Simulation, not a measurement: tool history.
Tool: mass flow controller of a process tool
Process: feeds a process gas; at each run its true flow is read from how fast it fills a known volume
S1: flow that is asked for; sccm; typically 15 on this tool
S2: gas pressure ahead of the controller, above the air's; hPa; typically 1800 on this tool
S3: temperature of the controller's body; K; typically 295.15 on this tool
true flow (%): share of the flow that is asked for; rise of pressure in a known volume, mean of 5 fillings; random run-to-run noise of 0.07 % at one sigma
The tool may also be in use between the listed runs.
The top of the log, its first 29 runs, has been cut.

{"run": 30, "day": 173.792, "S1": 16, "S2": 1800, "S3": 293.15, "true flow (%)": 101.3}
{"run": 31, "day": 179.692, "S1": 30, "S2": 2370, "S3": 295.15, "true flow (%)": 101.2}
{"run": 32, "day": 188.4, "S1": 30, "S2": 1800, "S3": 295.15, "true flow (%)": 101.35}
{"run": 33, "day": 195.921, "S1": 30, "S2": 2730, "S3": 295.15, "true flow (%)": 101.55}
{"run": 34, "day": 200.683, "S1": 30, "S2": 2730, "S3": 295.15, "true flow (%)": 101.68}
{"run": 35, "day": 206.279, "S1": 30, "S2": 2730, "S3": 295.15, "true flow (%)": 101.55}
{"run": 36, "day": 210.688, "S1": 7, "S2": 1820, "S3": 294.15, "true flow (%)": 103.51}
{"run": 37, "day": 217.854, "S1": 15, "S2": 2730, "S3": 297.15, "true flow (%)": 102.13}
{"run": 38, "day": 222.725, "S1": 13, "S2": 2250, "S3": 295.15, "true flow (%)": 102.01}
{"run": 39, "day": 230.796, "S1": 14, "S2": 2590, "S3": 297.15, "true flow (%)": 102.25}
{"run": 40, "day": 235.521, "S1": 5, "S2": 1570, "S3": 295.15, "true flow (%)": 105.52}
{"run": 41, "day": 241.096, "S1": 12, "S2": 2460, "S3": 295.15, "true flow (%)": 102.58}
{"run": 42, "day": 244.962, "S1": 5, "S2": 2270, "S3": 299.15, "true flow (%)": 105.97}
{"run": 43, "day": 249.825, "S1": 29, "S2": 2580, "S3": 302.15, "true flow (%)": 102.2}
{"run": 44, "day": 257.858, "S1": 29, "S2": 2580, "S3": 302.15, "true flow (%)": 102.28}
{"run": 45, "day": 265.4, "S1": 8, "S2": 1910, "S3": 298.15, "true flow (%)": 104.08}

Predict each of these 4 candidate next runs independently; none follows another, all start after run 45:
{"run": "A", "day": 273.138, "S1": 22, "S2": 2040, "S3": 306.15, "true flow (%)": "?"}
{"run": "B", "day": 273.138, "S1": 12, "S2": 1730, "S3": 294.15, "true flow (%)": "?"}
{"run": "C", "day": 273.138, "S1": 6, "S2": 2780, "S3": 302.15, "true flow (%)": "?"}
{"run": "D", "day": 273.138, "S1": 6, "S2": 1800, "S3": 293.15, "true flow (%)": "?"}

run=A true_flow_(%)=102.46
run=B true_flow_(%)=102.50
run=C true_flow_(%)=105.83
run=D true_flow_(%)=105.15
Stripped of hidden state, with their random variation kept, the same runs would have yielded:
run=A true_flow_(%)=99.17
run=B true_flow_(%)=98.00
run=C true_flow_(%)=98.62
run=D true_flow_(%)=97.95
